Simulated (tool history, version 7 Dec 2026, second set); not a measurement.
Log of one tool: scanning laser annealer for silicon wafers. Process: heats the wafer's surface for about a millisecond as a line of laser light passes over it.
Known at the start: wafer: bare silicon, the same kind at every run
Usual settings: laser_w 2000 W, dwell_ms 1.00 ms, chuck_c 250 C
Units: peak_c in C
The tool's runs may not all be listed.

{"run": 1, "day": 0.0, "laser_w": 2000, "dwell_ms": 1.0, "chuck_c": 250, "peak_c": 975}
{"run": 2, "day": 1.7, "laser_w": 2000, "dwell_ms": 1.0, "chuck_c": 250, "peak_c": 977}
{"run": 3, "day": 3.983, "laser_w": 2000, "dwell_ms": 1.0, "chuck_c": 250, "peak_c": 979}
{"run": 4, "day": 6.929, "laser_w": 2000, "dwell_ms": 1.0, "chuck_c": 250, "peak_c": 979}
{"run": 5, "day": 9.542, "laser_w": 2000, "dwell_ms": 1.0, "chuck_c": 250, "peak_c": 975}
{"run": 6, "day": 12.183, "laser_w": 2000, "dwell_ms": 1.0, "chuck_c": 250, "peak_c": 973}
{"run": 7, "day": 15.058, "laser_w": 2000, "dwell_ms": 1.22, "chuck_c": 250, "peak_c": 1062}
{"day": 16.542, "done": "optics aligned, line set to its width"}
{"run": 8, "day": 17.746, "laser_w": 2000, "dwell_ms": 1.22, "chuck_c": 250, "peak_c": 1062}
{"run": 9, "day": 20.067, "laser_w": 2000, "dwell_ms": 1.22, "chuck_c": 216, "peak_c": 1029}
{"run": 10, "day": 21.988, "laser_w": 2000, "dwell_ms": 1.22, "chuck_c": 216, "peak_c": 1028}
{"run": 11, "day": 23.929, "laser_w": 1819, "dwell_ms": 1.0, "chuck_c": 250, "peak_c": 916}
{"run": 12, "day": 26.317, "laser_w": 1703, "dwell_ms": 0.75, "chuck_c": 276, "peak_c": 811}
{"run": 13, "day": 29.192, "laser_w": 1703, "dwell_ms": 0.75, "chuck_c": 276, "peak_c": 807}

Forecast run 14:
{"run": 14, "day": 32.15, "laser_w": 1915, "dwell_ms": 0.75, "chuck_c": 222, "peak_c": "?"}

Run 14 gave peak_c 817 C.
Without the tool's hidden state the same run would have given peak_c 817 C.
